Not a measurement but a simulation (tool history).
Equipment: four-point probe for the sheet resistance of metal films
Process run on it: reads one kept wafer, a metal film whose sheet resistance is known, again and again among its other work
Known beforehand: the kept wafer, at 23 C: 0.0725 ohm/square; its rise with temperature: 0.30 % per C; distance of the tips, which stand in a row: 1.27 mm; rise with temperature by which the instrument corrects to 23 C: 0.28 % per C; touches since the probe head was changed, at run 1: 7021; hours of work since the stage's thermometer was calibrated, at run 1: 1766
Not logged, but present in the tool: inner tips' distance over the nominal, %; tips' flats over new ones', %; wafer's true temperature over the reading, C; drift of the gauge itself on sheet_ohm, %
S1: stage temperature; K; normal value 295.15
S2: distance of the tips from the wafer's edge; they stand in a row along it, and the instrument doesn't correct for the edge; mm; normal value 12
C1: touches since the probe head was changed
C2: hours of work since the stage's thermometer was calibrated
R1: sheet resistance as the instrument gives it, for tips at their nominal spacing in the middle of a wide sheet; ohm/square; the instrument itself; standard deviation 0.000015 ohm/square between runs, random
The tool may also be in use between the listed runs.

run	day	S1	S2	C1	C2	R1
1	0.000	295.15	12	7021	1766	0.073191
2	2.538	295.15	33	9207	1812	0.072817
3	6.083	295.15	12	12264	1878	0.073266
4	10.917	301.15	12	16429	1967	0.073365
5	15.300	303.15	12	20206	2048	0.073417
6	20.038	299.15	12	24290	2135	0.073396
7	24.612	299.15	12	28233	2219	0.073411
8	29.783	297.15	12	32692	2315	0.073429
9	33.550	301.15	12	35937	2384	0.073499
10	38.671	301.15	12	40352	2478	0.073557
# day 41.125: stage's thermometer calibrated
11	43.333	301.15	12	44352	41	0.073581
12	46.579	295.15	29	47150	101	0.073156
13	50.488	295.15	12	50519	173	0.073557
14	52.629	295.15	9	52363	212	0.073923
15	56.417	291.15	12	55627	282	0.073497
16	58.538	295.15	12	57455	321	0.073599
17	62.192	302.15	12	60606	388	0.073743
18	66.154	302.15	12	64021	461	0.073787
19	68.588	302.15	12	66117	506	0.073774
20	71.979	302.15	12	69041	569	0.073794
21	75.192	302.15	12	71808	628	0.073841
22	80.196	302.15	12	76124	720	0.073835
23	83.208	302.15	12	78719	776	0.073872
24	86.125	303.15	43	81232	829	0.073453
25	89.842	302.15	5	84438	898	0.075951
26	92.679	302.15	5	86883	950	0.075948
27	95.275	304.15	47	89118	998	0.073550
28	98.667	300.15	7	92041	1060	0.074756
29	100.800	302.15	3	93881	1100	0.079955
30	104.221	295.15	36	96830	1163	0.073461
31	108.867	293.15	24	100835	1248	0.073512
32	112.696	293.15	24	104133	1319	0.073555
33	115.188	303.15	58	106280	1365	0.073646
34	119.633	305.15	37	110113	1447	0.073722
35	124.138	299.15	61	113995	1530	0.073647
36	127.608	295.15	4	116987	1594	0.077321

Run 37, settings as shown, results not yet in. Your forecast:
37	132.042	293.15	6	120807	1676	?

{"run 37": {"R1": 0.075243}}
Minus the tool's unlogged condition, the same run would have read R1 0.074122 ohm/square.

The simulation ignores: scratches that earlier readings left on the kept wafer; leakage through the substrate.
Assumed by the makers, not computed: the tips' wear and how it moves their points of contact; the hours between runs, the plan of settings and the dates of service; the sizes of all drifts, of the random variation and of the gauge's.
